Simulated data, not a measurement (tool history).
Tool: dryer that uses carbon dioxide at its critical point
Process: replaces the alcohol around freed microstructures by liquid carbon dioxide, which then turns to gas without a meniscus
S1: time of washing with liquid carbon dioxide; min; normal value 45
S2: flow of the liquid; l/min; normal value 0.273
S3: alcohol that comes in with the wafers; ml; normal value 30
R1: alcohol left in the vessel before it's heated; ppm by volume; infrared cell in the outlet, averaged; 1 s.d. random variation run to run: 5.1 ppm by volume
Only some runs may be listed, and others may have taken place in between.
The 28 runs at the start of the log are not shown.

run	hour	S1	S2	S3	R1
29	1181.8	34	0.232	36	731
30	1206.8	34	0.232	36	750
31	1250.4	34	0.232	36	795
32	1297.7	52	0.232	24	246
33	1351.1	45	0.402	30	183
34	1399.8	45	0.277	30	266
35	1445.2	45	0.180	51	1100
36	1498.1	45	0.180	51	1166
37	1523.5	54	0.226	108	604
38	1575.4	54	0.226	108	657
39	1607.2	54	0.226	61	461
40	1639.5	45	0.181	30	839
# hour 1656.7: purifier's bed changed
41	1679.6	41	0.275	55	393
42	1708.6	67	0.275	33	27
# hour 1720.0: inlet filter changed
43	1751.0	67	0.275	33	26
44	1809.9	36	0.260	35	347
45	1851.5	52	0.186	29	251
46	1908.8	45	0.259	30	145
47	1955.7	45	0.259	30	154

Consider 3 possible next runs. They are alternatives, not a sequence: every one starts from the tool as it was left by run 47. What does each give?
A	1990.9	70	0.299	71	?
B	1990.9	45	0.399	30	?
C	1990.9	55	0.361	22	?

run	R1
A	50
B	46
C	40
The same runs, with their run-to-run variation unchanged, on a tool lacking any hidden condition would have given:
run	R1
A	8
B	4
C	0
